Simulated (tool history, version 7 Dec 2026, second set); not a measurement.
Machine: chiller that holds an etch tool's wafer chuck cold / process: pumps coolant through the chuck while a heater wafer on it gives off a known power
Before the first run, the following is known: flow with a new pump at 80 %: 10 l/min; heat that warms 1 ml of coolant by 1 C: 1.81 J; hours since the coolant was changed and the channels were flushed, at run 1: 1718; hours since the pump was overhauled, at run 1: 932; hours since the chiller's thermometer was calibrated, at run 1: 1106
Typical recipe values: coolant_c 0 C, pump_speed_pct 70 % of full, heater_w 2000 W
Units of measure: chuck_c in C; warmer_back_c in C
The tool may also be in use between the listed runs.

run	hour	coolant_c	pump_speed_pct	heater_w	hours since the coolant was changed and the channels were flushed	hours since the pump was overhauled	hours since the chiller's thermometer was calibrated	chuck_c	warmer_back_c
1	0	0	70	2000	1718	932	1106	21.1	7.68
2	39.9	0	70	2000	1758	971	1146	21.2	7.64
3	57.6	0	70	2000	1775	989	1164	21	7.66
4	95.8	0	70	2595	1813	1027	1202	27.3	9.82
5	116.1	0	70	2595	1834	1048	1223	27.4	9.89
6	137.1	0	70	2595	1855	1069	1244	27.2	9.83
7	167.1	0	70	2595	1885	1099	1274	27.3	9.92
8	192.5	0	70	2000	1910	1124	1299	21	7.55
9	228.2	0	70	2000	1946	1160	1335	20.9	7.53
10	261.4	0	70	2000	1979	1193	1368	21.1	7.51
11	301.8	0	70	2000	2019	1233	1408	21.2	7.56
12	319	0	70	2000	2037	1251	1425	21.1	7.53
13	348.9	7	70	2000	2067	1281	1455	28	7.46
14	386.6	7	70	2000	2104	1318	1493	28	7.44
15	418.5	7	70	1875	2136	1350	1525	26.7	6.95
# hour 453.8: gauge calibrated
16	457.1	8	76	1323	2175	1389	1563	21	4.62
17	485.2	4	73	1243	2203	1417	1592	16.7	4.54
18	516.3	0	62	1423	2234	1448	1623	16.5	6.23
19	540.9	0	73	1208	2259	1473	1647	12.2	4.34
20	582	0	73	1208	2300	1514	1688	12.1	4.36
21	619.8	4	72	2000	2337	1551	1726	24.4	7.34
22	650.2	-9	75	1365	2368	1582	1757	4.5	4.76
23	686.1	-3	70	2000	2404	1618	1793	18	7.46
24	709.9	-9	95	2000	2428	1641	1816	6.9	5.32
25	748	10	92	2276	2466	1680	1854	28.7	6.27
26	779.9	-3	62	2000	2498	1712	1886	20.6	8.64
27	798.4	-3	62	2000	2516	1730	1905	20.4	8.61
28	818.2	-2	70	1907	2536	1750	1925	17.9	7.08

Predict each of these 3 candidate next runs independently; none follows another, all start after run 28:
# hour 836.8: gauge calibrated
A	854.1	8	70	2225	2572	1786	1961	?	?
# hour 836.8: gauge calibrated
B	854.1	-8	69	2426	2572	1786	1961	?	?
# hour 836.8: gauge calibrated
C	854.1	6	70	2000	2572	1786	1961	?	?

run	chuck_c	warmer_back_c
A	31.3	8.49
B	17.7	9.57
C	27.1	7.66
With the hidden condition removed and each run's random variation left untouched, the same runs would have given:
run	chuck_c	warmer_back_c
A	31.3	8.5
B	17.7	9.57
C	27.1	7.67
